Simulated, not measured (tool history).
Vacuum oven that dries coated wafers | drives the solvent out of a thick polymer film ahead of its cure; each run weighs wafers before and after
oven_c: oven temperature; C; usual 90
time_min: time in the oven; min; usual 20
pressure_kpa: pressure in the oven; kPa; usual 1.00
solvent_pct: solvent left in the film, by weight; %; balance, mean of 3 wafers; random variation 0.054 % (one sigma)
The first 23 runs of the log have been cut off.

Run 24, hour 610.8: usual settings but time_min 25 min, pressure_kpa 1.42 kPa. Result: solvent_pct 1.83 %.
Run 25, hour 625.2: usual settings but oven_c 87 C, pressure_kpa 0.69 kPa. Result: solvent_pct 3.15 %.
Run 26, hour 643.0: usual settings but oven_c 78 C, time_min 16 min. Result: solvent_pct 8.97 %.
Run 27, hour 674.3: usual settings but oven_c 78 C, time_min 11 min. Result: solvent_pct 11.48 %.
Run 28, hour 705.9: usual settings but oven_c 97 C, time_min 14 min, pressure_kpa 1.04 kPa. Result: solvent_pct 1.94 %.
Run 29, hour 728.8: usual settings but oven_c 97 C, time_min 14 min, pressure_kpa 1.04 kPa. Result: solvent_pct 2.02 %.
Run 30, hour 762.6: usual settings but time_min 32 min. Result: solvent_pct 1.02 %.
Run 31, hour 782.1: usual settings but oven_c 102 C, pressure_kpa 3.02 kPa. Result: solvent_pct 1.25 %.
Run 32, hour 809.9: usual settings but oven_c 102 C, pressure_kpa 3.02 kPa. Result: solvent_pct 1.25 %.
Run 33, hour 833.7: usual settings but oven_c 102 C, pressure_kpa 3.02 kPa. Result: solvent_pct 1.18 %.
Run 34, hour 862.0: usual settings but oven_c 89 C, time_min 11 min, pressure_kpa 3.02 kPa. Result: solvent_pct 7.25 %.
Run 35, hour 885.6: usual settings but oven_c 89 C, time_min 15 min, pressure_kpa 3.05 kPa. Result: solvent_pct 5.19 %.
Run 36, hour 905.7: usual settings but oven_c 80 C, time_min 30 min, pressure_kpa 0.54 kPa. Result: solvent_pct 3.47 %.
Run 37, hour 925.2: usual settings but oven_c 94 C, time_min 25 min, pressure_kpa 0.98 kPa. Result: solvent_pct 0.92 %.
Run 38, hour 945.5: usual settings but oven_c 94 C, time_min 25 min, pressure_kpa 0.98 kPa. Result: solvent_pct 0.88 %.
Run 39, hour 961.5: usual settings but oven_c 94 C, time_min 25 min, pressure_kpa 0.98 kPa. Result: solvent_pct 0.88 %.
Run 40, hour 981.5: usual settings but oven_c 80 C, time_min 17 min, pressure_kpa 1.34 kPa. Result: solvent_pct 7.58 %.
Run 41, hour 999.8: usual settings but oven_c 83 C, time_min 17 min, pressure_kpa 1.33 kPa. Result: solvent_pct 6.15 %.
Run 42, hour 1030.8: usual settings but oven_c 83 C, time_min 17 min, pressure_kpa 1.33 kPa. Result: solvent_pct 6.02 %.

Forecast each of these 5 alternatives for the next run:
Run A, hour 1065.1: usual settings but oven_c 105 C, time_min 25 min, pressure_kpa 0.61 kPa. Result: solvent_pct ?.
Run B, hour 1065.1: usual settings but oven_c 94 C, time_min 17 min, pressure_kpa 1.33 kPa. Result: solvent_pct ?.
Run C, hour 1065.1: usual settings but oven_c 83 C, time_min 17 min, pressure_kpa 0.83 kPa. Result: solvent_pct ?.
Run D, hour 1065.1: usual settings but oven_c 95 C, pressure_kpa 0.63 kPa. Result: solvent_pct ?.
Run E, hour 1065.1: usual settings but oven_c 104 C, time_min 12 min, pressure_kpa 1.07 kPa. Result: solvent_pct ?.

run  solvent_pct
  A         0.30
  B         2.03
  C         5.71
  D         0.99
  E         0.94
With the hidden condition removed and each run's random variation left untouched, the same runs would have given:
run  solvent_pct
  A         0.30
  B         2.79
  C         7.07
  D         1.49
  E         1.41
